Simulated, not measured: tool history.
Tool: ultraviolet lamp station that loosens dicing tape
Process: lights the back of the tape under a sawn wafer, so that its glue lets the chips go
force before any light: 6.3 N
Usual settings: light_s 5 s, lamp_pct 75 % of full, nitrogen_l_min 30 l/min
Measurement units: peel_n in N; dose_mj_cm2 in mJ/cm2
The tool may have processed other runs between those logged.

run 1 day=0 | light_s=5 lamp_pct=75 nitrogen_l_min=30 | peel_n=0.886 dose_mj_cm2=248
run 2 day=0.562 | light_s=5 lamp_pct=75 nitrogen_l_min=30 | peel_n=0.886 dose_mj_cm2=254
run 3 day=1.292 | light_s=5 lamp_pct=75 nitrogen_l_min=30 | peel_n=0.899 dose_mj_cm2=246
run 4 day=2 | light_s=2 lamp_pct=75 nitrogen_l_min=30 | peel_n=2.826 dose_mj_cm2=100
run 5 day=2.533 | light_s=2 lamp_pct=75 nitrogen_l_min=30 | peel_n=2.789 dose_mj_cm2=95
run 6 day=3.671 | light_s=2 lamp_pct=75 nitrogen_l_min=30 | peel_n=2.814 dose_mj_cm2=95
run 7 day=4.688 | light_s=2 lamp_pct=75 nitrogen_l_min=30 | peel_n=2.84 dose_mj_cm2=96
run 8 day=5.533 | light_s=2 lamp_pct=75 nitrogen_l_min=30 | peel_n=3.01 dose_mj_cm2=94
run 9 day=6.125 | light_s=5 lamp_pct=75 nitrogen_l_min=45 | peel_n=0.796 dose_mj_cm2=236
-- day=6.204 window cleaned of glue's vapour
run 10 day=6.679 | light_s=5 lamp_pct=75 nitrogen_l_min=45 | peel_n=0.836 dose_mj_cm2=228
run 11 day=7.417 | light_s=5 lamp_pct=75 nitrogen_l_min=45 | peel_n=0.831 dose_mj_cm2=225
run 12 day=8.192 | light_s=5 lamp_pct=84 nitrogen_l_min=30 | peel_n=0.825 dose_mj_cm2=249
run 13 day=9.042 | light_s=5 lamp_pct=84 nitrogen_l_min=30 | peel_n=0.885 dose_mj_cm2=246
run 14 day=10.012 | light_s=6 lamp_pct=72 nitrogen_l_min=30 | peel_n=0.831 dose_mj_cm2=246
run 15 day=11 | light_s=6 lamp_pct=73 nitrogen_l_min=29 | peel_n=0.865 dose_mj_cm2=255

Run 16 is up next; what results do you expect?
-- day=12 window cleaned of glue's vapour, once more
run 16 day=12.029 | light_s=6 lamp_pct=73 nitrogen_l_min=29 | peel_n=? dose_mj_cm2=?

For run 16 the tool returned peel_n 0.746 N, dose_mj_cm2 274 mJ/cm2.
The same run, on a tool lacking any hidden state, would have yielded peel_n 0.39 N, dose_mj_cm2 369 mJ/cm2.
